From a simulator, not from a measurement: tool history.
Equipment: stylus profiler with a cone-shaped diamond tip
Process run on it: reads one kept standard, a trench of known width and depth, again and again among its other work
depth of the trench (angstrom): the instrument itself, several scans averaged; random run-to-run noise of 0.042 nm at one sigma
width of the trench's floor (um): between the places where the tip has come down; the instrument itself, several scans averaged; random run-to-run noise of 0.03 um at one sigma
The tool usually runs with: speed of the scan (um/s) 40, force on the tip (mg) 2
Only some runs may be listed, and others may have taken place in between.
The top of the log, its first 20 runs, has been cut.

run	hour	speed of the scan (um/s)	force on the tip (mg)	depth of the trench (angstrom)	width of the trench's floor (um)
21	233.2	59	2	2020.4	47.7
22	246.4	59	2	2021.4	47.72
23	261.7	40	2	2020.5	47.8
24	271.5	40	1.77	2019.1	47.77
25	281.2	40	1.77	2019.3	47.74
26	293.1	59	0.92	2011.9	47.66
27	304.1	23	2.05	2021.3	47.85
28	312.3	23	2.05	2021	47.85
29	321.9	93	0.72	2010.1	47.36
30	338.2	32	1.09	2014	47.81
31	353.8	156	1.09	2013	47.23
32	369.2	156	1.09	2014.4	47.14
33	381.6	40	4.33	2034.5	47.78
34	395.8	106	2.42	2023	47.56
35	406.8	40	1.14	2013.9	47.71
36	415.9	27	1.85	2019.8	47.84
37	426.4	152	1.85	2019.2	47.33

Forecast run 38:
38	434.3	24	1	?	?

{"run 38": {"depth of the trench (angstrom)": 2013.7, "width of the trench's floor (um)": 47.75}}
If the tool had no hidden condition, the same run with the same run-to-run variation would have returned depth of the trench (angstrom) 2013.3, width of the trench's floor (um) 47.89.
